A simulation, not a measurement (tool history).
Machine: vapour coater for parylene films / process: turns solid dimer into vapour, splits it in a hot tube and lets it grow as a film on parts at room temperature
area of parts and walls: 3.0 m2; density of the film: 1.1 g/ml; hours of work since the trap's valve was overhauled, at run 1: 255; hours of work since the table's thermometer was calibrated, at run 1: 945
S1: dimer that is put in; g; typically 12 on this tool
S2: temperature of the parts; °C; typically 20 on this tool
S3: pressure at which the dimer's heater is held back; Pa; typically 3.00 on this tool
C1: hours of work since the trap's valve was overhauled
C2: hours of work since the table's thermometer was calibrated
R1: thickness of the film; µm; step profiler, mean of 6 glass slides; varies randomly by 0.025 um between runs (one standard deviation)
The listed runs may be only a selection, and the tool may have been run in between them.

| run | day | S1 | S2 | S3 | C1 | C2 | R1 |
|---|---|---|---|---|---|---|---|
| 1 | 0.000 | 12 | 20 | 3.00 | 255 | 945 | 1.72 |
| 2 | 1.283 | 12 | 20 | 7.10 | 271 | 961 | 1.57 |
| 3 | 2.192 | 12 | 20 | 7.10 | 282 | 973 | 1.56 |
| 4 | 3.388 | 8 | 20 | 7.10 | 298 | 988 | 1.04 |
|  | 4.129 | trap's valve overhauled |
| 5 | 4.996 | 12 | 20 | 3.00 | 11 | 1006 | 1.86 |
| 6 | 6.067 | 12 | 20 | 3.00 | 25 | 1020 | 1.81 |
| 7 | 7.075 | 12 | 20 | 3.00 | 38 | 1033 | 1.82 |
| 8 | 8.700 | 12 | 20 | 3.00 | 58 | 1053 | 1.77 |
| 9 | 10.100 | 12 | 20 | 3.00 | 76 | 1071 | 1.79 |
| 10 | 11.092 | 12 | 20 | 3.00 | 89 | 1084 | 1.79 |
| 11 | 12.342 | 12 | 20 | 4.34 | 105 | 1100 | 1.71 |
| 12 | 13.975 | 12 | 20 | 3.00 | 125 | 1121 | 1.78 |
| 13 | 15.279 | 12 | 21 | 3.00 | 142 | 1137 | 1.71 |
| 14 | 16.083 | 12 | 21 | 3.00 | 152 | 1147 | 1.72 |
| 15 | 17.646 | 12 | 21 | 3.00 | 172 | 1167 | 1.69 |
| 16 | 18.446 | 12 | 20 | 2.52 | 182 | 1177 | 1.76 |
| 17 | 20.075 | 12 | 20 | 3.00 | 203 | 1198 | 1.72 |
| 18 | 20.879 | 12 | 20 | 3.00 | 213 | 1208 | 1.72 |
| 19 | 22.662 | 11 | 20 | 3.00 | 236 | 1231 | 1.55 |
| 20 | 24.171 | 11 | 20 | 3.00 | 255 | 1250 | 1.57 |
| 21 | 25.217 | 11 | 20 | 3.00 | 268 | 1264 | 1.59 |
| 22 | 26.817 | 11 | 20 | 4.50 | 289 | 1284 | 1.49 |
|  | 28.300 | trap's valve overhauled |
| 23 | 28.783 | 12 | 20 | 10.09 | 6 | 1307 | 1.62 |
| 24 | 30.471 | 12 | 20 | 3.06 | 28 | 1328 | 1.80 |
| 25 | 32.017 | 12 | 22 | 3.00 | 47 | 1348 | 1.77 |
| 26 | 33.812 | 15 | 17 | 5.47 | 70 | 1371 | 2.25 |
| 27 | 35.712 | 15 | 17 | 5.47 | 94 | 1395 | 2.20 |
| 28 | 37.121 | 19 | 20 | 3.00 | 112 | 1413 | 2.78 |
| 29 | 38.338 | 16 | 23 | 3.00 | 128 | 1428 | 2.20 |
| 30 | 39.233 | 16 | 23 | 3.00 | 139 | 1440 | 2.23 |
| 31 | 40.688 | 13 | 15 | 9.74 | 158 | 1458 | 1.90 |
| 32 | 42.096 | 13 | 15 | 3.06 | 176 | 1476 | 2.14 |
| 33 | 43.562 | 6 | 12 | 4.00 | 194 | 1495 | 1.01 |
| 34 | 44.500 | 6 | 12 | 4.00 | 206 | 1507 | 1.02 |
| 35 | 45.742 | 9 | 20 | 9.75 | 222 | 1523 | 1.17 |
| 36 | 46.800 | 9 | 20 | 9.75 | 235 | 1536 | 1.18 |
| 37 | 48.358 | 9 | 20 | 9.75 | 255 | 1556 | 1.16 |
| 38 | 50.217 | 9 | 20 | 9.75 | 279 | 1580 | 1.15 |
| 39 | 51.112 | 9 | 20 | 9.75 | 290 | 1591 | 1.15 |
|  | 52.425 | trap's valve overhauled |
| 40 | 52.712 | 20 | 28 | 2.97 | 4 | 1609 | 2.55 |
| 41 | 54.304 | 12 | 17 | 2.50 | 24 | 1630 | 1.96 |
| 42 | 55.450 | 12 | 17 | 2.50 | 39 | 1644 | 1.99 |
| 43 | 57.117 | 12 | 17 | 2.50 | 60 | 1665 | 2.00 |
| 44 | 58.275 | 12 | 17 | 3.26 | 74 | 1680 | 1.90 |
| 45 | 59.842 | 8 | 18 | 3.00 | 94 | 1700 | 1.25 |
| 46 | 61.242 | 8 | 18 | 3.00 | 112 | 1718 | 1.20 |
| 47 | 62.408 | 6 | 25 | 3.00 | 127 | 1733 | 0.79 |

Predict each of these 3 candidate next runs independently; none follows another, all start after run 47:
| A | 63.204 | 12 | 26 | 2.01 | 137 | 1743 | ? |
| B | 63.204 | 6 | 16 | 3.00 | 137 | 1743 | ? |
| C | 63.204 | 5 | 20 | 3.00 | 137 | 1743 | ? |

| run | R1 |
|---|---|
| A | 1.64 |
| B | 0.95 |
| C | 0.77 |
The same runs, with their run-to-run variation unchanged, on a tool lacking any hidden condition would have given:
| run | R1 |
|---|---|
| A | 1.73 |
| B | 1.00 |
| C | 0.82 |

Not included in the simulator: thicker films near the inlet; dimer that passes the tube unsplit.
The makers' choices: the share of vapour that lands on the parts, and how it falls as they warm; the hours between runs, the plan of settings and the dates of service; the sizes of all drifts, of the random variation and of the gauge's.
